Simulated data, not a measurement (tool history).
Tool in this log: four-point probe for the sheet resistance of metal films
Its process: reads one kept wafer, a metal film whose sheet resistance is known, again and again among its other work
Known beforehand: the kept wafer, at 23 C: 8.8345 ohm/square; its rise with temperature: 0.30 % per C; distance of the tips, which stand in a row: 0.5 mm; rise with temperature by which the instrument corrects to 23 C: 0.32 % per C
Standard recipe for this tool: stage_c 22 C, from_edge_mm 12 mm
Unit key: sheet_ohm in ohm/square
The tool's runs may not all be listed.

| run | hour | stage_c | from_edge_mm | sheet_ohm |
|---|---|---|---|---|
| 1 | 0.0 | 22 | 12 | 8.845297 |
| 2 | 78.0 | 22 | 12 | 8.844954 |
| 3 | 193.5 | 22 | 12 | 8.846859 |
| 4 | 289.3 | 20 | 12 | 8.850650 |
| 5 | 351.9 | 22 | 63 | 8.836351 |
| 6 | 455.5 | 22 | 12 | 8.841240 |
| 7 | 561.6 | 22 | 12 | 8.844327 |
| 8 | 692.7 | 22 | 12 | 8.842383 |
| 9 | 748.2 | 22 | 12 | 8.845386 |
| 10 | 820.3 | 22 | 12 | 8.843999 |
| 11 | 945.1 | 22 | 12 | 8.845347 |
| 12 | 1035.1 | 22 | 12 | 8.844165 |
| 13 | 1116.3 | 22 | 12 | 8.843617 |
| 14 | 1245.2 | 32 | 12 | 8.828385 |
| 15 | 1327.8 | 22 | 12 | 8.844138 |
| 16 | 1401.0 | 22 | 4 | 8.909449 |
| 17 | 1479.8 | 22 | 4 | 8.910060 |
| 18 | 1581.8 | 22 | 4 | 8.908707 |
| 19 | 1688.0 | 26 | 12 | 8.836653 |
| 20 | 1766.4 | 26 | 12 | 8.837994 |
| 21 | 1898.8 | 22 | 12 | 8.841443 |
| 22 | 2015.5 | 22 | 12 | 8.846414 |
| 23 | 2082.0 | 22 | 27 | 8.837694 |
|  | 2176.2 | stage's thermometer calibrated |
| 24 | 2198.5 | 29 | 9 | 8.841487 |
| 25 | 2324.7 | 29 | 9 | 8.836431 |
| 26 | 2402.8 | 29 | 9 | 8.837719 |
| 27 | 2505.1 | 29 | 40 | 8.822065 |
| 28 | 2562.7 | 29 | 40 | 8.827655 |
| 29 | 2662.7 | 27 | 70 | 8.828277 |
| 30 | 2733.9 | 24 | 10 | 8.846113 |
| 31 | 2807.3 | 24 | 10 | 8.844359 |
| 32 | 2917.5 | 30 | 15 | 8.829158 |
| 33 | 2980.7 | 30 | 15 | 8.828417 |
| 34 | 3040.9 | 30 | 15 | 8.825421 |
| 35 | 3118.6 | 30 | 15 | 8.830239 |
| 36 | 3242.4 | 30 | 15 | 8.829999 |
| 37 | 3341.0 | 22 | 11 | 8.842828 |
| 38 | 3421.8 | 33 | 24 | 8.817786 |
| 39 | 3553.4 | 33 | 33 | 8.817762 |
| 40 | 3642.6 | 28 | 24 | 8.830409 |
| 41 | 3707.1 | 27 | 19 | 8.831672 |
| 42 | 3828.5 | 24 | 24 | 8.833729 |
| 43 | 3889.4 | 25 | 5 | 8.878664 |
| 44 | 3944.6 | 29 | 56 | 8.823528 |

What if the next run were any one of these 3? Each begins from the tool's condition after run 44:
| A | 4066.4 | 27 | 57 | ? |
| B | 4066.4 | 28 | 12 | ? |
| C | 4066.4 | 29 | 72 | ? |

| run | sheet_ohm |
|---|---|
| A | 8.826797 |
| B | 8.832824 |
| C | 8.823774 |
Had the tool no hidden state, the same runs would have come out as:
| run | sheet_ohm |
|---|---|
| A | 8.827091 |
| B | 8.833117 |
| C | 8.824068 |

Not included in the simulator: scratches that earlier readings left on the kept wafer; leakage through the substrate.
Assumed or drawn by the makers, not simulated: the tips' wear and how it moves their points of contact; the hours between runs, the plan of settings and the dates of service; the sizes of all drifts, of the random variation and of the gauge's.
